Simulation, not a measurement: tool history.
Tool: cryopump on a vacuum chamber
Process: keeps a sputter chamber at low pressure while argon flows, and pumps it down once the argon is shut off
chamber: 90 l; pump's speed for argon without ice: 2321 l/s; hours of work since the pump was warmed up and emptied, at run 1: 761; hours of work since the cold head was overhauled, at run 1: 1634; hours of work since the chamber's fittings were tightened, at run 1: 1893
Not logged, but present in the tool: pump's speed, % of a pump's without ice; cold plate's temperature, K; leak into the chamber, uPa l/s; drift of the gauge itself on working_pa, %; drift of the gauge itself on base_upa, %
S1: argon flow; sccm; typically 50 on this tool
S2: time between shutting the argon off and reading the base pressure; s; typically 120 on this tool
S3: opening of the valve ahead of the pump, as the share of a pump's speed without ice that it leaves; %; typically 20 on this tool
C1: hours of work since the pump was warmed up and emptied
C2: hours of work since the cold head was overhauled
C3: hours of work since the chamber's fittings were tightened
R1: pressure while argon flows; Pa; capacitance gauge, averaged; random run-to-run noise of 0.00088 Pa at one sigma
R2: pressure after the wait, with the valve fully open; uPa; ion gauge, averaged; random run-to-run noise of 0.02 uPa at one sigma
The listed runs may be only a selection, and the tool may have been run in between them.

run   hour  S1   S2  S3   C1    C2    C3      R1    R2
  1      0  50  120  20  761  1634  1893  0.1942  0.81
  2   42.4  58  120  20  792  1666  1925  0.2256  0.82
      52.1  -- pump warmed up, emptied and cooled again
  3   75.1  58  120  20   17  1686  1946  0.2133  0.66
  4  103.8  58  120  20   39  1708  1967  0.2142  0.68
  5  156.4  50  120  20   78  1747  2006  0.1834  0.69
  6  215.1  50   46  56  121  1790  2050  0.0673  0.95
  7  270.6  50  109  20  163  1832  2091  0.1853  0.75
  8  313.6  39   73  56  195  1864  2123  0.0537  0.83
  9  348.5  39   73  56  221  1890  2149  0.0521  0.86
 10  390.5  39   73  56  252  1921  2180  0.0539  0.88

3 options for the next run, each taken on its own from the tool as it stands now. Forecast them:
  A  446.4  22   73  56  294  1963  2222   ?   ?
  B  446.4  21   74  20  294  1963  2222   ?   ?
  C  446.4  20  120  43  294  1963  2222   ?   ?

run      R1    R2
  A   0.031  0.89
  B  0.0797  0.88
  C  0.0358   0.8
The same runs, with their run-to-run variation unchanged, on a tool lacking any hidden condition would have given:
run      R1    R2
  A  0.0289  0.37
  B  0.0777  0.34
  C   0.034  0.26

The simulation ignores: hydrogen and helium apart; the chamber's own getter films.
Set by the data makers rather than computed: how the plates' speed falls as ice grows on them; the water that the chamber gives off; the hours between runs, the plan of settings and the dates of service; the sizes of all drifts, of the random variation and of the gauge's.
